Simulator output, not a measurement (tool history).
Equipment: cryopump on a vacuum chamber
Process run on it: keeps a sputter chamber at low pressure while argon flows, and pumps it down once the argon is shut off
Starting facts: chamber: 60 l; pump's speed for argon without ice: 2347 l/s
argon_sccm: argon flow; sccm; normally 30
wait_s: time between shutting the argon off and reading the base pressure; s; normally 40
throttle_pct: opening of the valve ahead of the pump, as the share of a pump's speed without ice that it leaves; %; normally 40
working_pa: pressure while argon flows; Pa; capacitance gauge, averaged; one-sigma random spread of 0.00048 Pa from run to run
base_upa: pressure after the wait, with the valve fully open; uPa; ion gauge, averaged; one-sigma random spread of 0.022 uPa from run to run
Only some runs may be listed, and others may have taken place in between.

run	hour	argon_sccm	wait_s	throttle_pct	working_pa	base_upa
1	0.0	30	40	40	0.0566	1.04
2	9.2	30	40	40	0.0555	1.06
3	21.4	30	231	40	0.0556	0.63
4	33.8	30	129	40	0.0559	0.73
5	47.3	13	129	40	0.0242	0.75
6	58.3	30	40	59	0.0390	1.05
7	71.3	30	40	59	0.0390	1.11
8	83.5	30	40	59	0.0387	1.05
9	93.2	13	40	40	0.0258	1.08
10	103.6	13	40	40	0.0243	1.10
11	113.2	13	40	40	0.0251	1.07
12	131.7	13	40	40	0.0235	1.13
13	143.5	13	40	40	0.0243	1.09
14	155.9	30	40	37	0.0621	1.08
15	169.5	16	28	37	0.0313	1.30
16	188.2	22	40	40	0.0414	1.09
17	205.0	52	40	40	0.0984	1.10
18	219.3	57	233	42	0.1025	0.76
19	233.3	21	34	25	0.0630	1.16
20	241.8	16	32	20	0.0588	1.23
21	250.6	16	32	20	0.0594	1.23
22	260.8	34	32	20	0.1259	1.24
23	277.5	34	32	20	0.1266	1.28
24	292.6	29	91	34	0.0646	0.88
25	302.0	33	65	16	0.1523	0.94
26	318.6	29	91	40	0.0556	0.92
27	334.0	29	91	40	0.0549	0.84

Branching from run 27: 4 alternative next runs. What would each branch give?
A	344.8	23	91	40	?	?
B	344.8	30	40	30	?	?
C	344.8	30	40	28	?	?
D	344.8	30	65	21	?	?

run	working_pa	base_upa
A	0.0444	0.92
B	0.0756	1.17
C	0.0810	1.15
D	0.1062	1.03
With no hidden state in the tool, these same runs would have given:
run	working_pa	base_upa
A	0.0419	0.34
B	0.0723	0.59
C	0.0777	0.58
D	0.1029	0.44

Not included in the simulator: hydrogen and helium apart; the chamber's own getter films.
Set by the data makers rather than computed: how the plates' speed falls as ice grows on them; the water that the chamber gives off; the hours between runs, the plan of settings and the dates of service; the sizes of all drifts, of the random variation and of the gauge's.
